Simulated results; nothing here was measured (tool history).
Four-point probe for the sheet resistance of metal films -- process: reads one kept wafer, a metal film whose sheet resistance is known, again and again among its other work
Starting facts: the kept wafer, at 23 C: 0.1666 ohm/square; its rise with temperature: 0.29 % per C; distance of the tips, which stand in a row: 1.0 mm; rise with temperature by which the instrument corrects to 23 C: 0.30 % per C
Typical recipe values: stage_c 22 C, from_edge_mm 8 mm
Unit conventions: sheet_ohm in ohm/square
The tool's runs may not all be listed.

{"run": 1, "hour": 0.0, "stage_c": 22, "from_edge_mm": 8, "sheet_ohm": 0.167863}
{"run": 2, "hour": 55.2, "stage_c": 22, "from_edge_mm": 8, "sheet_ohm": 0.167851}
{"run": 3, "hour": 109.3, "stage_c": 22, "from_edge_mm": 8, "sheet_ohm": 0.167887}
{"run": 4, "hour": 144.9, "stage_c": 22, "from_edge_mm": 68, "sheet_ohm": 0.166465}
{"run": 5, "hour": 215.6, "stage_c": 22, "from_edge_mm": 68, "sheet_ohm": 0.166499}
{"run": 6, "hour": 258.1, "stage_c": 22, "from_edge_mm": 8, "sheet_ohm": 0.167898}
{"run": 7, "hour": 301.9, "stage_c": 22, "from_edge_mm": 8, "sheet_ohm": 0.167865}
{"run": 8, "hour": 367.6, "stage_c": 24, "from_edge_mm": 8, "sheet_ohm": 0.167847}
{"run": 9, "hour": 424.3, "stage_c": 24, "from_edge_mm": 8, "sheet_ohm": 0.167897}
{"run": 10, "hour": 466.0, "stage_c": 24, "from_edge_mm": 8, "sheet_ohm": 0.167912}
{"run": 11, "hour": 544.2, "stage_c": 31, "from_edge_mm": 35, "sheet_ohm": 0.166449}
{"run": 12, "hour": 620.4, "stage_c": 31, "from_edge_mm": 35, "sheet_ohm": 0.166477}
{"run": 13, "hour": 698.8, "stage_c": 31, "from_edge_mm": 35, "sheet_ohm": 0.166503}
{"run": 14, "hour": 777.0, "stage_c": 19, "from_edge_mm": 7, "sheet_ohm": 0.168487}
{"run": 15, "hour": 822.6, "stage_c": 19, "from_edge_mm": 28, "sheet_ohm": 0.166744}
{"run": 16, "hour": 898.7, "stage_c": 19, "from_edge_mm": 28, "sheet_ohm": 0.166706}
{"run": 17, "hour": 960.8, "stage_c": 28, "from_edge_mm": 5, "sheet_ohm": 0.169996}
{"run": 18, "hour": 1025.4, "stage_c": 28, "from_edge_mm": 5, "sheet_ohm": 0.170059}
{"run": 19, "hour": 1093.5, "stage_c": 34, "from_edge_mm": 4, "sheet_ohm": 0.171824}
{"run": 20, "hour": 1175.0, "stage_c": 29, "from_edge_mm": 62, "sheet_ohm": 0.166559}

Alternative continuations, all from the tool just after run 20; predict every row:
{"run": "A", "hour": 1249.4, "stage_c": 22, "from_edge_mm": 64, "sheet_ohm": "?"}
{"run": "B", "hour": 1249.4, "stage_c": 35, "from_edge_mm": 25, "sheet_ohm": "?"}
{"run": "C", "hour": 1249.4, "stage_c": 27, "from_edge_mm": 62, "sheet_ohm": "?"}
{"run": "D", "hour": 1249.4, "stage_c": 30, "from_edge_mm": 25, "sheet_ohm": "?"}
{"run": "E", "hour": 1249.4, "stage_c": 29, "from_edge_mm": 21, "sheet_ohm": "?"}

run=A sheet_ohm=0.166656
run=B sheet_ohm=0.166594
run=C sheet_ohm=0.166618
run=D sheet_ohm=0.166626
run=E sheet_ohm=0.166716
The same runs, with their run-to-run variation unchanged, on a tool lacking any hidden condition would have given:
run=A sheet_ohm=0.166641
run=B sheet_ohm=0.16657
run=C sheet_ohm=0.1666
run=D sheet_ohm=0.166606
run=E sheet_ohm=0.166696
